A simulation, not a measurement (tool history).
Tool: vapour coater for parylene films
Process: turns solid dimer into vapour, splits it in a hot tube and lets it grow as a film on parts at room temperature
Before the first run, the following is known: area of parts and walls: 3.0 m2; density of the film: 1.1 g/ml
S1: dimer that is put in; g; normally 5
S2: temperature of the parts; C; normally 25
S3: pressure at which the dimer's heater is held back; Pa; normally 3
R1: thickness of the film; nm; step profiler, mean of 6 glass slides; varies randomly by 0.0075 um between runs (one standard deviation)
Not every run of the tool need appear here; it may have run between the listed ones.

run     day  S1  S2    S3    R1
  1       0   5  25     3   761
  2   1.542   5  30     3   639
  3   2.288   5  30     3   642
  4   3.554   5  25     3   741
  5   4.762   5  29     3   647
  6   5.546   5  29     3   644
  7   6.788   5  25     3   742
  8   8.238   5  25     3   734
  9   9.017   3  25     3   444
 10   9.812   5  25     3   738
 11  11.454   5  25     3   775
 12  12.921   5  22     3   866
 13  13.583   5  22     3   859
 14  14.896   5  22     3   865
 15  15.929   5  22     3   843
 16  17.017   5  25     3   766
 17  17.704   5  25     3   768
 18  18.517   5  37     3   522
 19  19.604   5  37     3   504
 20  20.883   5  25     3   756
 21  21.858   5  25     3   749
 22  22.946   5  25     3   761
 23  23.617   5  25     3   760
 24  24.875   5  25     3   743
 25  25.788   3  21  2.72   519
 26  26.425   3  21  2.72   519
 27  27.658   3  21  2.72   516
 28  28.642   3  25  8.94   401
 29  30.112   3  25  8.94   399
 30  31.279   3  25  8.94   431
 31  32.388   3  18     3   589
 32  33.812   3  18     3   590
 33  34.633   3  18     3   584
 34  36.154   9  25  4.73  1355
 35  37.275   3  28  4.15   413
 36  38.738   5  28  2.52   698
 37  39.471   5  28  2.52   700
 38  40.754   5  28  2.52   705
 39  42.162   5  21  5.37   816
 40  43.154   5  21  5.37   821
 41  44.121   2  33  2.26   229
 42  45.304   5  25  4.27   734
 43  46.033   5  25  4.27   724
 44  47.433   2  25   5.3   282
 45   48.75   2  32  6.82   217
 46  49.542   2  32  6.82   216
 47  51.292   3  19  4.28   577
 48  52.479   4  25  2.62   634

Missing from the log above: 3 entries noted between runs. For each, name the pair of listed runs it sits between and say how the tool's hidden condition differs from the listed run just before to the listed run just after:
Logged between run 10 and run 11: trap's valve overhauled (day 10.638)
  vapour lost through the trap's worn valve, %: 7.9 -> 0.6; true temperature of the parts over the reading, C: -0.46 -> -0.47
  the result without the hidden state subtracted from the measured one, R1: -51 -> +8 nm
Logged between run 29 and run 30: trap's valve overhauled (day 30.475)
  vapour lost through the trap's worn valve, %: 7.9 -> 1.1; true temperature of the parts over the reading, C: -0.64 -> -0.65
  the result without the hidden state subtracted from the measured one, R1: -26 -> +5 nm
Logged between run 46 and run 47: trap's valve overhauled (day 50.233)
  vapour lost through the trap's worn valve, %: 8.2 -> 0.7; true temperature of the parts over the reading, C: -0.82 -> -0.83
  the result without the hidden state subtracted from the measured one, R1: -14 -> +12 nm
